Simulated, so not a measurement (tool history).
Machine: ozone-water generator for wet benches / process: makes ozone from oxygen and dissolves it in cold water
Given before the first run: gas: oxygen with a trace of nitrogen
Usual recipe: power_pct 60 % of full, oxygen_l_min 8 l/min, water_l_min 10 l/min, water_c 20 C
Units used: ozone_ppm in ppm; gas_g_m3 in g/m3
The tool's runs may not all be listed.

| run | hour | power_pct | oxygen_l_min | water_l_min | water_c | ozone_ppm | gas_g_m3 |
|---|---|---|---|---|---|---|---|
| 1 | 0 | 60 | 8 | 10 | 20 | 39.8 | 223.7 |
| 2 | 23.3 | 60 | 8 | 10 | 20 | 38.7 | 224 |
| 3 | 42.8 | 60 | 8 | 10 | 20 | 39.5 | 223.5 |
| 4 | 67.2 | 60 | 8 | 10 | 20 | 39.8 | 224.7 |
| 5 | 89.7 | 98 | 8 | 10 | 20 | 55.3 | 313.7 |
| 6 | 119.9 | 60 | 8 | 10 | 20 | 39.5 | 223.3 |
| 7 | 140 | 60 | 8 | 10 | 20 | 39.2 | 221.8 |
| 8 | 158 | 60 | 8 | 10 | 20 | 39.5 | 222.6 |
| 9 | 178.1 | 60 | 8 | 10 | 20 | 39.8 | 223.9 |
| 10 | 202.9 | 60 | 8 | 10 | 20 | 39.5 | 223.4 |
| 11 | 228.6 | 60 | 8 | 10 | 20 | 39.4 | 223.9 |
| 12 | 248.8 | 60 | 7.72 | 10 | 20 | 39.9 | 229.5 |
| 13 | 276.1 | 60 | 7.72 | 10 | 20 | 40.5 | 230.5 |
| 14 | 298.3 | 60 | 7.72 | 10 | 20 | 39.7 | 229.2 |
| 15 | 322.5 | 60 | 7.72 | 10 | 20 | 39.9 | 227 |
| 16 | 350.1 | 60 | 7.72 | 14 | 20 | 33.6 | 228.6 |
| 17 | 373.9 | 60 | 7.72 | 14 | 20 | 33.6 | 228.3 |
| 18 | 390.9 | 60 | 6.08 | 7 | 20 | 51.3 | 265.6 |
| 19 | 410.8 | 60 | 6.08 | 7 | 20 | 51.1 | 267.4 |
| 20 | 425.7 | 73 | 13.67 | 11 | 20 | 34.4 | 180.1 |
| 21 | 455.8 | 73 | 13.67 | 11 | 20 | 34.3 | 178.5 |
| 22 | 475.7 | 73 | 13.67 | 11 | 20 | 33.9 | 180.9 |
| 23 | 502.8 | 77 | 8 | 10 | 16 | 51.6 | 264.9 |
| 24 | 533.3 | 77 | 8 | 10 | 16 | 51.8 | 265.4 |
| 25 | 555.4 | 56 | 4.72 | 10 | 20 | 44.6 | 301.2 |
| 26 | 571.6 | 69 | 7.23 | 10 | 20 | 45.2 | 263.5 |
| 27 | 592.3 | 61 | 4.63 | 14 | 25 | 35.1 | 319.7 |
| 28 | 622 | 96 | 5.84 | 7 | 23 | 67.6 | 380.8 |
| 29 | 642.9 | 41 | 8 | 9 | 20 | 31.6 | 171.1 |
| 30 | 663.6 | 42 | 8 | 14 | 20 | 25.6 | 173.6 |
| 31 | 685.2 | 42 | 8 | 14 | 20 | 25.8 | 175.3 |
| 32 | 707.8 | 68 | 8 | 13 | 20 | 37.4 | 243.8 |

Alternative continuations, all from the tool just after run 32; predict every row:
| A | 721.1 | 68 | 8 | 13 | 13 | ? | ? |
| B | 721.1 | 54 | 8 | 13 | 20 | ? | ? |
| C | 721.1 | 68 | 8 | 9 | 23 | ? | ? |
| D | 721.1 | 62 | 8 | 10 | 20 | ? | ? |

| run | ozone_ppm | gas_g_m3 |
|---|---|---|
| A | 43.5 | 242.2 |
| B | 32 | 207 |
| C | 42.1 | 244.7 |
| D | 40.3 | 229.7 |
Without the tool's hidden state the same runs would have given:
| run | ozone_ppm | gas_g_m3 |
|---|---|---|
| A | 43.6 | 242.4 |
| B | 32.1 | 207.1 |
| C | 42.1 | 244.8 |
| D | 40.4 | 229.8 |
